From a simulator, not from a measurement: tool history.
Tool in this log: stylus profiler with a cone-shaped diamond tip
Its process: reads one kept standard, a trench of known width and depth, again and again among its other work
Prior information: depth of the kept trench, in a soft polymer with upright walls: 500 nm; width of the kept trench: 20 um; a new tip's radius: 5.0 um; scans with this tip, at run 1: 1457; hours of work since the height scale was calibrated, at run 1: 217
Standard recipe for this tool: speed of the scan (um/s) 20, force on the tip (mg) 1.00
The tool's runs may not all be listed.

| run | hour | speed of the scan (um/s) | force on the tip (mg) | scans with this tip | hours of work since the height scale was calibrated | depth of the trench (Å) | width of the trench's floor (um) |
|---|---|---|---|---|---|---|---|
| 1 | 0.0 | 20 | 1.00 | 1457 | 217 | 5031.8 | 15.50 |
| 2 | 10.6 | 20 | 1.00 | 1500 | 224 | 5032.6 | 15.40 |
| 3 | 22.0 | 20 | 1.00 | 1547 | 231 | 5032.4 | 15.47 |
| 4 | 37.6 | 20 | 1.00 | 1611 | 240 | 5033.6 | 15.45 |
| 5 | 48.4 | 20 | 1.00 | 1655 | 247 | 5031.4 | 15.47 |
| 6 | 60.6 | 20 | 1.00 | 1705 | 254 | 5031.6 | 15.49 |
| 7 | 67.3 | 20 | 1.00 | 1732 | 258 | 5033.6 | 15.44 |
| 8 | 76.1 | 20 | 1.00 | 1768 | 264 | 5030.5 | 15.47 |
| 9 | 89.8 | 20 | 1.00 | 1824 | 272 | 5031.4 | 15.46 |
| 10 | 105.9 | 11 | 1.00 | 1890 | 282 | 5034.1 | 15.58 |
| 11 | 121.1 | 20 | 1.71 | 1953 | 291 | 5046.8 | 15.55 |
| 12 | 131.4 | 20 | 1.71 | 1995 | 297 | 5047.0 | 15.56 |
| 13 | 145.5 | 20 | 1.71 | 2053 | 306 | 5047.6 | 15.48 |
| 14 | 161.3 | 20 | 0.34 | 2117 | 316 | 5016.4 | 15.43 |
| 15 | 171.5 | 7 | 1.00 | 2159 | 322 | 5032.5 | 15.57 |
| 16 | 186.8 | 7 | 1.00 | 2222 | 331 | 5035.5 | 15.59 |
| 17 | 202.9 | 20 | 1.00 | 2288 | 341 | 5032.2 | 15.51 |
| 18 | 217.8 | 20 | 1.00 | 2349 | 350 | 5032.2 | 15.47 |
| 19 | 224.9 | 20 | 0.70 | 2378 | 355 | 5025.2 | 15.45 |
| 20 | 235.9 | 20 | 0.70 | 2423 | 361 | 5023.7 | 15.49 |
| 21 | 246.5 | 20 | 1.90 | 2466 | 368 | 5050.5 | 15.56 |
| 22 | 253.6 | 20 | 1.00 | 2495 | 372 | 5030.7 | 15.42 |
| 23 | 268.5 | 20 | 1.00 | 2556 | 381 | 5033.8 | 15.44 |
| 24 | 279.0 | 20 | 0.45 | 2599 | 388 | 5019.5 | 15.42 |
| 25 | 291.3 | 20 | 0.45 | 2650 | 395 | 5019.3 | 15.40 |
| 26 | 300.5 | 29 | 1.76 | 2687 | 401 | 5050.6 | 15.43 |
| 27 | 309.9 | 20 | 1.76 | 2726 | 406 | 5048.1 | 15.46 |
| 28 | 322.5 | 25 | 0.42 | 2778 | 414 | 5016.1 | 15.28 |
| 29 | 336.6 | 29 | 1.91 | 2835 | 423 | 5049.7 | 15.47 |
| 30 | 352.3 | 12 | 0.98 | 2900 | 432 | 5031.4 | 15.53 |
| 31 | 366.9 | 20 | 0.95 | 2959 | 441 | 5031.0 | 15.44 |
| 32 | 373.4 | 69 | 0.91 | 2986 | 445 | 5027.8 | 15.07 |
| 33 | 384.7 | 36 | 1.75 | 3032 | 452 | 5045.3 | 15.44 |
| 34 | 393.0 | 5 | 2.10 | 3066 | 457 | 5053.3 | 15.65 |
| 35 | 401.5 | 20 | 0.40 | 3101 | 462 | 5017.2 | 15.37 |
| 36 | 414.1 | 20 | 0.40 | 3153 | 470 | 5016.6 | 15.45 |
| 37 | 428.5 | 20 | 0.40 | 3211 | 479 | 5017.9 | 15.39 |
| 38 | 438.7 | 20 | 0.40 | 3253 | 485 | 5018.5 | 15.39 |
| 39 | 446.8 | 20 | 0.40 | 3287 | 490 | 5015.2 | 15.41 |
| 40 | 457.1 | 20 | 0.53 | 3329 | 496 | 5019.5 | 15.44 |
| 41 | 470.1 | 75 | 0.73 | 3382 | 504 | 5023.5 | 14.95 |
| 42 | 478.2 | 20 | 0.71 | 3415 | 509 | 5027.6 | 15.45 |
| 43 | 492.8 | 20 | 0.71 | 3475 | 518 | 5025.7 | 15.46 |
| 44 | 499.8 | 20 | 1.80 | 3504 | 522 | 5047.4 | 15.47 |
| 45 | 510.7 | 20 | 1.80 | 3548 | 529 | 5046.9 | 15.54 |
| 46 | 519.7 | 20 | 1.80 | 3585 | 535 | 5045.4 | 15.59 |

Consider 3 possible next runs. They are alternatives, not a sequence: every one starts from the tool as it was left by run 46. What does each give?
| A | 529.9 | 10 | 1.40 | 3627 | 541 | ? | ? |
| B | 529.9 | 10 | 1.06 | 3627 | 541 | ? | ? |
| C | 529.9 | 28 | 1.80 | 3627 | 541 | ? | ? |

| run | depth of the trench (Å) | width of the trench's floor (um) |
|---|---|---|
| A | 5040.2 | 15.59 |
| B | 5035.1 | 15.51 |
| C | 5048.4 | 15.42 |
Without the tool's hidden state the same runs would have given:
| run | depth of the trench (Å) | width of the trench's floor (um) |
|---|---|---|
| A | 5040.3 | 15.60 |
| B | 5035.2 | 15.51 |
| C | 5048.5 | 15.43 |
